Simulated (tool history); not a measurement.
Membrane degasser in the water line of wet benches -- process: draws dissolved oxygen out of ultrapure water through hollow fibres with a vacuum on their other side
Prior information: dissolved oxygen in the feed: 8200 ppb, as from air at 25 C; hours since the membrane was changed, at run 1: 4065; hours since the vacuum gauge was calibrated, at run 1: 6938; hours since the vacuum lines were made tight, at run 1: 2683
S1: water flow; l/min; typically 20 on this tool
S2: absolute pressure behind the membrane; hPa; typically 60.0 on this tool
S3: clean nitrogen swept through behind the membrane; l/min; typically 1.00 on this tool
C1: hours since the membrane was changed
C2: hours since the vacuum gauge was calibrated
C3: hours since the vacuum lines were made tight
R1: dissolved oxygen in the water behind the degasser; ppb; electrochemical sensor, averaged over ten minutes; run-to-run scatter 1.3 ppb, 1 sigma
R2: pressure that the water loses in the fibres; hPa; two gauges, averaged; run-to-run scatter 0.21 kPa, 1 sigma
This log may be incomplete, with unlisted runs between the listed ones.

Run 1, hour 0.0: usual settings; C1 4065; C2 6938; C3 2683. Result: R1 160.2 ppb, R2 487.7 hPa.
Run 2, hour 97.8: usual settings but S3 0.64 l/min; C1 4163; C2 7036; C3 2780. Result: R1 215.6 ppb, R2 487.5 hPa.
Run 3, hour 212.5: usual settings but S3 0.64 l/min; C1 4278; C2 7151; C3 2895. Result: R1 216.1 ppb, R2 491.8 hPa.
Run 4, hour 344.9: usual settings but S3 0.64 l/min; C1 4410; C2 7283; C3 3027. Result: R1 217.5 ppb, R2 494.9 hPa.
Run 5, hour 483.0: usual settings but S3 0.64 l/min; C1 4548; C2 7421; C3 3166. Result: R1 221.4 ppb, R2 492.5 hPa.
Run 6, hour 646.9: usual settings; C1 4712; C2 7585; C3 3329. Result: R1 159.8 ppb, R2 495.5 hPa.
At hour 719.9: vacuum gauge calibrated.
Run 7, hour 791.9: usual settings; C1 4857; C2 72; C3 3474. Result: R1 152.4 ppb, R2 496.3 hPa.
Run 8, hour 917.1: usual settings; C1 4982; C2 197; C3 3599. Result: R1 153.1 ppb, R2 493.3 hPa.
Run 9, hour 1109.2: usual settings; C1 5174; C2 389; C3 3791. Result: R1 153.5 ppb, R2 489.9 hPa.
Run 10, hour 1230.8: usual settings; C1 5295; C2 511; C3 3913. Result: R1 153.1 ppb, R2 492.2 hPa.
Run 11, hour 1346.1: usual settings; C1 5411; C2 626; C3 4028. Result: R1 154.1 ppb, R2 496.1 hPa.
Run 12, hour 1488.1: usual settings; C1 5553; C2 768; C3 4170. Result: R1 153.3 ppb, R2 496.9 hPa.
Run 13, hour 1573.1: usual settings; C1 5638; C2 853; C3 4255. Result: R1 153.6 ppb, R2 494.7 hPa.
Run 14, hour 1731.7: usual settings; C1 5796; C2 1012; C3 4414. Result: R1 153.6 ppb, R2 497.3 hPa.
Run 15, hour 1926.4: usual settings; C1 5991; C2 1206; C3 4608. Result: R1 153.5 ppb, R2 496.7 hPa.
Run 16, hour 2057.3: usual settings but S3 1.67 l/min; C1 6122; C2 1337; C3 4739. Result: R1 109.5 ppb, R2 495.5 hPa.
Run 17, hour 2239.5: usual settings but S1 29 l/min; C1 6304; C2 1520; C3 4922. Result: R1 226.6 ppb, R2 719.9 hPa.
Run 18, hour 2421.4: usual settings but S2 48.8 hPa; C1 6486; C2 1701; C3 5103. Result: R1 105.2 ppb, R2 494.2 hPa.
Run 19, hour 2525.9: usual settings but S2 48.8 hPa; C1 6591; C2 1806; C3 5208. Result: R1 109.0 ppb, R2 497.5 hPa.
Run 20, hour 2654.0: usual settings but S2 53.5 hPa, S3 0.42 l/min; C1 6719; C2 1934; C3 5336. Result: R1 226.0 ppb, R2 499.2 hPa.
Run 21, hour 2773.7: usual settings but S2 36.4 hPa, S3 0.59 l/min; C1 6838; C2 2054; C3 5456. Result: R1 62.6 ppb, R2 497.6 hPa.
Run 22, hour 2960.3: usual settings but S2 36.4 hPa, S3 0.59 l/min; C1 7025; C2 2240; C3 5642. Result: R1 62.7 ppb, R2 496.4 hPa.
Run 23, hour 3137.8: usual settings but S2 36.4 hPa, S3 0.59 l/min; C1 7202; C2 2418; C3 5820. Result: R1 64.7 ppb, R2 500.4 hPa.
At hour 3152.3: seals of the vacuum lines changed.
Run 24, hour 3281.3: usual settings but S1 14 l/min, S3 0.42 l/min; C1 7344; C2 2559; C3 129. Result: R1 204.1 ppb, R2 346.2 hPa.
Run 25, hour 3407.1: usual settings but S1 14 l/min, S3 0.42 l/min; C1 7470; C2 2685; C3 255. Result: R1 207.8 ppb, R2 347.7 hPa.
Run 26, hour 3543.7: usual settings but S1 31 l/min, S2 64.6 hPa; C1 7606; C2 2822; C3 391. Result: R1 271.3 ppb, R2 776.9 hPa.
Run 27, hour 3630.8: usual settings but S1 28 l/min, S2 89.7 hPa, S3 0.43 l/min; C1 7693; C2 2909; C3 479. Result: R1 668.2 ppb, R2 703.5 hPa.
Run 28, hour 3788.8: usual settings but S1 25 l/min, S2 57.9 hPa, S3 1.12 l/min; C1 7852; C2 3067; C3 637. Result: R1 170.5 ppb, R2 625.1 hPa.
Run 29, hour 3937.8: usual settings but S1 25 l/min, S2 57.9 hPa, S3 1.12 l/min; C1 8000; C2 3216; C3 786. Result: R1 173.3 ppb, R2 624.0 hPa.

5 ways to go on from here, each from the tool as it stands after run 29. What would each give?
Run A, hour 4087.0: usual settings but S1 25 l/min, S2 83.0 hPa, S3 1.12 l/min; C1 8150; C2 3365; C3 935. Result: R1 ?, R2 ?.
Run B, hour 4087.0: usual settings but S1 25 l/min, S2 136.8 hPa, S3 1.12 l/min; C1 8150; C2 3365; C3 935. Result: R1 ?, R2 ?.
Run C, hour 4087.0: usual settings but S2 141.4 hPa, S3 2.77 l/min; C1 8150; C2 3365; C3 935. Result: R1 ?, R2 ?.
Run D, hour 4087.0: usual settings but S1 26 l/min, S2 57.9 hPa, S3 0.43 l/min; C1 8150; C2 3365; C3 935. Result: R1 ?, R2 ?.
Run E, hour 4087.0: usual settings but S1 17 l/min, S2 40.4 hPa, S3 1.94 l/min; C1 8150; C2 3365; C3 935. Result: R1 ?, R2 ?.

run     R1     R2
  A  291.8  625.9
  B  541.4  625.0
  C  218.4  500.9
  D  326.7  649.6
  E   43.4  425.9
Had the tool no hidden state, the same runs would have come out as:
run     R1     R2
  A  280.0  598.6
  B  529.2  597.9
  C  209.5  479.2
  D  313.7  621.3
  E   36.7  407.3

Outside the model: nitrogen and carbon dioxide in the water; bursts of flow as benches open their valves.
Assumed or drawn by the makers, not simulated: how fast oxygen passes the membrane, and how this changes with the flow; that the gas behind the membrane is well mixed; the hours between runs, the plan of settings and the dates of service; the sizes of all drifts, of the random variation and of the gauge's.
